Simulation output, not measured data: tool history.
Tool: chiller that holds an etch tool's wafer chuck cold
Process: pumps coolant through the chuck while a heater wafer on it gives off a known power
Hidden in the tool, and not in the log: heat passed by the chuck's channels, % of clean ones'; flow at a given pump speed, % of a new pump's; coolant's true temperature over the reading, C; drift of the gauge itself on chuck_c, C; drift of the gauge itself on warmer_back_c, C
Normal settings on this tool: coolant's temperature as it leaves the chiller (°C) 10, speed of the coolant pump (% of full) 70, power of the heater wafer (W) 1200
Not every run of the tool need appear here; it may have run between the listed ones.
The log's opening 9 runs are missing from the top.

run    hour  coolant's temperature as it leaves the chiller (°C)  speed of the coolant pump (% of full)  power of the heater wafer (W)  hours since the coolant was changed and the channels were flushed  hours since the pump was overhauled  hours since the chiller's thermometer was calibrated  chuck's temperature once it has settled (°C)  how much warmer the coolant comes back (C)
     1061.1  -- chiller's thermometer calibrated
 10    1130                                                   10                                     70                           1583                                                                424                                 1811                                                    69                                         21.04                                        5.35
 11  1286.2                                                   18                                     70                           1200                                                                580                                 1967                                                   225                                         26.37                                        4.14
 12  1405.8                                                   18                                     70                           1200                                                                700                                 2087                                                   345                                         26.43                                        4.14
 13  1546.9                                                   18                                     70                           1200                                                                841                                 2228                                                   486                                          26.3                                        4.15
     1690.5  -- gauge calibrated
 14  1696.6                                                   18                                     70                           1200                                                                991                                 2378                                                   635                                         26.34                                        3.96
 15  1800.3                                                   18                                     70                           1200                                                               1094                                 2481                                                   739                                         26.48                                        3.99
 16  1899.2                                                   10                                     70                            740                                                               1193                                 2580                                                   838                                         15.12                                        2.44
 17  1970.8                                                   10                                     80                            923                                                               1265                                 2652                                                   910                                         15.82                                        2.62
 18  2072.5                                                    5                                     95                           1222                                                               1367                                 2753                                                  1011                                         11.85                                        2.89
 19  2203.9                                                    5                                     95                           1222                                                               1498                                 2885                                                  1143                                         11.54                                        2.91
 20  2370.1                                                   17                                     84                           1031                                                               1664                                 3051                                                  1309                                         23.28                                        2.89
 21  2449.8                                                   17                                     69                           1031                                                               1744                                 3131                                                  1389                                         24.25                                        3.59
 22  2558.7                                                   16                                     74                           1031                                                               1853                                 3240                                                  1498                                         22.86                                        3.36

What does the tool deliver on the next run?
 23  2736.1                                                    5                                     74                            995                                                               2030                                 3417                                                  1675                                             ?                                           ?

Run 23 measured chuck's temperature once it has settled (°C) 11.76, how much warmer the coolant comes back (C) 3.25.
If the tool had no hidden condition, the same run with the same run-to-run variation would have returned chuck's temperature once it has settled (°C) 11.76, how much warmer the coolant comes back (C) 3.1.
